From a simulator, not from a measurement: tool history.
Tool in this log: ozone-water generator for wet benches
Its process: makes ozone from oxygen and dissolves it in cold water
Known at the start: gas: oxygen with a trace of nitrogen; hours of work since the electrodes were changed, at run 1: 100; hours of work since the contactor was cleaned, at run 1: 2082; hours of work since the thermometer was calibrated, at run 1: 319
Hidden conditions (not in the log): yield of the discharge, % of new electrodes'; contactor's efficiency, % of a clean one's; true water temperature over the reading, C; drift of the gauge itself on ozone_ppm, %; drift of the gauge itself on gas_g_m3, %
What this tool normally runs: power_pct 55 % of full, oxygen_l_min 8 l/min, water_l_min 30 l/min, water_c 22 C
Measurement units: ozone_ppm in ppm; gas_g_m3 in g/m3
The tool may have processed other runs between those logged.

run    hour  power_pct  oxygen_l_min  water_l_min  water_c  hours of work since the electrodes were changed  hours of work since the contactor was cleaned  hours of work since the thermometer was calibrated  ozone_ppm  gas_g_m3
  1       0         55             8           30       22                                              100                                           2082                                                 319       15.3     165.3
  2      38         55             8           30       22                                              126                                           2108                                                 345       15.2       165
  3    76.2         55             8           28       22                                              152                                           2134                                                 371       16.2       165
  4   102.8         55             8           28       22                                              170                                           2153                                                 389       16.1     166.1
  5   147.5         55             8           28       22                                              201                                           2183                                                 420       15.9       165
  6   172.9         55             8           28       22                                              218                                           2200                                                 437       16.1     165.5
  7   197.9         55             8           28       22                                              235                                           2218                                                 454       16.2     163.5
  8     228         55             8           28       20                                              256                                           2238                                                 475       16.6     163.1
  9     254         55             8           28       20                                              274                                           2256                                                 492       16.5     163.6
 10   298.8         55             8           28       20                                              304                                           2287                                                 523       16.9     163.6
 11   325.1         55             8           28       20                                              322                                           2304                                                 541       16.9     162.1
 12   350.9         55             8           28       20                                              340                                           2322                                                 559       16.4       163
 13   388.4         55             8           28       20                                              365                                           2348                                                 584       16.6     161.4
 14     422         55             8           30       22                                              388                                           2371                                                 607       15.5     161.2
 15   458.9         55             8           30       22                                              414                                           2396                                                 632       15.3       162
 16   498.3         55             8           30       22                                              440                                           2423                                                 659       15.4     163.6
 17   524.2         55             8           30       22                                              458                                           2441                                                 677       15.5     161.6
 18   554.9         55             8           30       22                                              479                                           2462                                                 698       15.6     160.8
 19   585.5         55             8           29       23                                              500                                           2482                                                 719       15.4     161.7
 20     624         57          5.12           21       20                                              526                                           2509                                                 745       19.3     189.3
 21   664.9         57          5.12           21       20                                              554                                           2537                                                 773       19.3     188.9
 22   694.6         57          5.12           21       20                                              575                                           2557                                                 793       18.7     186.5
 23   727.2         86          7.26           26       16                                              597                                           2579                                                 816       23.1     209.7
 24   754.9         61         13.75           22       27                                              616                                           2598                                                 835       18.5     143.3
      784.7  -- gauge calibrated
 25   787.7         44          4.81           18       19                                              638                                           2621                                                 857       18.5     171.2
 26   826.1         42          4.81           18       19                                              665                                           2647                                                 883       17.8     167.4
 27   869.6         78           6.6           21       19                                              694                                           2677                                                 913       24.2     210.3
 28   909.5         78           6.6           21       19                                              722                                           2704                                                 940       24.1       210
 29   939.4         98             8           30       22                                              742                                           2724                                                 961       20.7       221
 30   960.5         55          8.93           42       22                                              756                                           2739                                                 975         12     157.9
 31   987.9         52         14.06           46       16                                              775                                           2758                                                 994       13.5     133.8
 32  1020.1         56             8           24       22                                              797                                           2780                                                1016       18.3     165.5

Each row is a separate what-if for the run after 32, all from the same tool condition, not one after another. Results?
  A  1039.8         55             8           30       20                                              811                                           2793                                                1029          ?         ?
  B  1039.8         79             8           33       25                                              811                                           2793                                                1029          ?         ?
  C  1039.8         55         13.99           30       22                                              811                                           2793                                                1029          ?         ?
  D  1039.8         55             8           21       22                                              811                                           2793                                                1029          ?         ?
  E  1039.8         52             8           24       19                                              811                                           2793                                                1029          ?         ?

run  ozone_ppm  gas_g_m3
  A       15.8     163.2
  B       16.4     196.8
  C       16.6     136.9
  D       19.6     163.3
  E       18.2     158.1
With no hidden state in the tool, these same runs would have given:
run  ozone_ppm  gas_g_m3
  A       15.8     164.9
  B       16.4     198.7
  C       16.6     138.2
  D       19.6     164.9
  E       18.2     159.7

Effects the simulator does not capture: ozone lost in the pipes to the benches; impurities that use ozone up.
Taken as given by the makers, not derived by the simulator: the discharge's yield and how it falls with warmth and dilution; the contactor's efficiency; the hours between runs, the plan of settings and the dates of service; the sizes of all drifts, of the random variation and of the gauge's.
